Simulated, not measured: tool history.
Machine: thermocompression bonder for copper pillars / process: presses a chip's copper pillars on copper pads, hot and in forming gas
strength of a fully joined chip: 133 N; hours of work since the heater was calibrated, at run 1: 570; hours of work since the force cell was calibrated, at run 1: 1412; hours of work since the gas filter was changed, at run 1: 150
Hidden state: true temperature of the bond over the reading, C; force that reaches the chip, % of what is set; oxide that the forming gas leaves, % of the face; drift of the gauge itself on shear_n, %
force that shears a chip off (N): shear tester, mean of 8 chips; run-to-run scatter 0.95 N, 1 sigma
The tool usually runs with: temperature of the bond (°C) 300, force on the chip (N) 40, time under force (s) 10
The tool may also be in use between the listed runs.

run	hour	temperature of the bond (°C)	force on the chip (N)	time under force (s)	hours of work since the heater was calibrated	hours of work since the force cell was calibrated	hours of work since the gas filter was changed	force that shears a chip off (N)
1	0.0	300	40	10	570	1412	150	75.4
2	36.1	300	40	10	587	1429	167	74.5
3	94.2	300	40	10	615	1457	195	73.5
# hour 101.2: force cell calibrated
4	148.1	300	40	10	640	22	220	78.2
5	188.6	300	40	10	659	42	239	78.3
6	257.4	324	37	11	692	75	272	87.2
7	300.1	299	40	8	712	95	293	71.4
8	367.1	289	59	9	744	127	325	87.8
# hour 371.8: forming gas filter changed
9	422.0	322	26	10	770	153	24	73.9
10	476.8	284	33	10	797	179	50	64.6

Subtracting, for every run, the result it would have given without the tool's unlogged condition from the measured result gives the following. The same run-to-run variation enters both numbers; the gauge's scatter may not:
run	force that shears a chip off (N)
1	-5.6
2	-5.9
3	-6.4
4	-2.1
5	-2.6
6	-4.3
7	-3.3
8	-5.2
9	+1.6
10	+1.5
